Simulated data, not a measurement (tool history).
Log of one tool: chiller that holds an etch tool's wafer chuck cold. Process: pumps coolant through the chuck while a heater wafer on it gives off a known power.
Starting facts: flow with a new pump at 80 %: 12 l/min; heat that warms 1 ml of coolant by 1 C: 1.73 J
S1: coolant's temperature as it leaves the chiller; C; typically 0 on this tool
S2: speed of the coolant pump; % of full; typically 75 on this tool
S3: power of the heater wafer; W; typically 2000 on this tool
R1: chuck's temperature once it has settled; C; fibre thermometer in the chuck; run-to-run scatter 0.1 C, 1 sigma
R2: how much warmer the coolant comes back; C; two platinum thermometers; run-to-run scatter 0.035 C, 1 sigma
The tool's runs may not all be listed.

Run 1, hour 0: usual settings. Result: R1 17.6 C, R2 6.63 C.
Run 2, hour 220.5: usual settings. Result: R1 17.7 C, R2 6.65 C.
Run 3, hour 318.5: usual settings. Result: R1 17.8 C, R2 6.65 C.
At hour 332.2: chiller's thermometer calibrated.
Run 4, hour 532.1: usual settings. Result: R1 17.6 C, R2 6.7 C.
Run 5, hour 717.6: usual settings. Result: R1 17.8 C, R2 6.7 C.
Run 6, hour 824.9: usual settings. Result: R1 17.9 C, R2 6.75 C.
Run 7, hour 989.9: usual settings. Result: R1 17.7 C, R2 6.82 C.
Run 8, hour 1211: usual settings. Result: R1 18.2 C, R2 6.8 C.
Run 9, hour 1309.6: usual settings. Result: R1 18.3 C, R2 6.86 C.
Run 10, hour 1443.1: usual settings but S1 -5 C, S2 82 % of full, S3 2911 W. Result: R1 20.6 C, R2 9.05 C.
At hour 1465.1: coolant pump overhauled.
Run 11, hour 1648.1: usual settings but S1 4 C. Result: R1 22.9 C, R2 7.01 C.

Expected results for the next run?
Run 12, hour 1797.4: usual settings but S3 2906 W. Result: R1 ?, R2 ?.

{"run 12": {"R1": 27.8, "R2": 10.16}}
With the hidden condition absent and the run-to-run variation left alone, this run would have shown R1 20.6 C, R2 8.95 C.

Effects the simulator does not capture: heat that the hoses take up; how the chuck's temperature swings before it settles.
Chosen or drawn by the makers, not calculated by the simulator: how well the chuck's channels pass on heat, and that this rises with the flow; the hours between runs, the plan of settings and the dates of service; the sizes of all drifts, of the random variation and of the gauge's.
